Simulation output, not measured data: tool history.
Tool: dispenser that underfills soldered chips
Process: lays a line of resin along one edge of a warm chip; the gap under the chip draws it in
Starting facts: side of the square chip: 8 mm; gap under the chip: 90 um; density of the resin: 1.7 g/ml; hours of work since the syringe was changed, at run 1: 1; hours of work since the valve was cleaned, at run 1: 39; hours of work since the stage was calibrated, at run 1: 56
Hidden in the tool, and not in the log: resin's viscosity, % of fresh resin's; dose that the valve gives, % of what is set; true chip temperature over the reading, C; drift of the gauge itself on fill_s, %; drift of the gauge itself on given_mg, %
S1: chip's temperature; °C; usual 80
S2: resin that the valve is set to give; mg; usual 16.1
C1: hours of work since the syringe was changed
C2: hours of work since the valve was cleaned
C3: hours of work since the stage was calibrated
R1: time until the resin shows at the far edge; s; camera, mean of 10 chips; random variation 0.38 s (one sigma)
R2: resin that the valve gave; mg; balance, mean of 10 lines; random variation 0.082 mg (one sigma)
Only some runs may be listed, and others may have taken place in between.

run  hour  S1    S2  C1  C2   C3    R1     R2
  1   0.0  80  16.1   1  39   56  23.6  15.67
  2   3.9  80  16.1   4  42   59  25.3  15.60
  3   8.0  80  16.1   6  44   62  28.3  15.64
  4  13.2  80  19.4  10  48   65  30.6  18.65
     14.7  -- new syringe of resin
  5  18.1  80  19.4   2  51   68  23.8  18.67
  6  22.8  80  19.4   5  54   71  26.6  18.75
     30.8  -- new syringe of resin
  7  30.9  80  16.6   0  59   76  22.4  15.83
  8  36.2  80  16.6   4  62   80  25.4  15.85
  9  42.0  80  16.6   7  66   83  28.9  15.69
 10  45.9  80  16.6  10  69   86  31.3  15.72
     46.8  -- new syringe of resin
 11  53.9  80  13.7   5  74   91  27.5  12.93
 12  59.8  80  13.7   9  78   95  32.8  12.90
     62.8  -- new syringe of resin
 13  64.4  80  16.1   1  80   98  23.3  15.02
 14  71.7  80  16.1   6  85  102  27.7  15.04
 15  76.0  80  17.0   9  88  105  30.5  15.87
     79.2  -- new syringe of resin
 16  81.6  80  17.0   2  91  109  23.7  15.93
 17  85.4  80  17.0   4  94  111  25.6  15.89
 18  89.6  80  17.0   7  97  114  27.9  15.78

Forecast run 19:
     95.6  -- new syringe of resin
 19  97.1  92  19.6   1  101  119   ?   ?

R1: 12.6 s
R2: 18.14 mg
If the tool had no hidden condition, the same run with the same run-to-run variation would have returned R1 12.4 s, R2 19.59 mg.
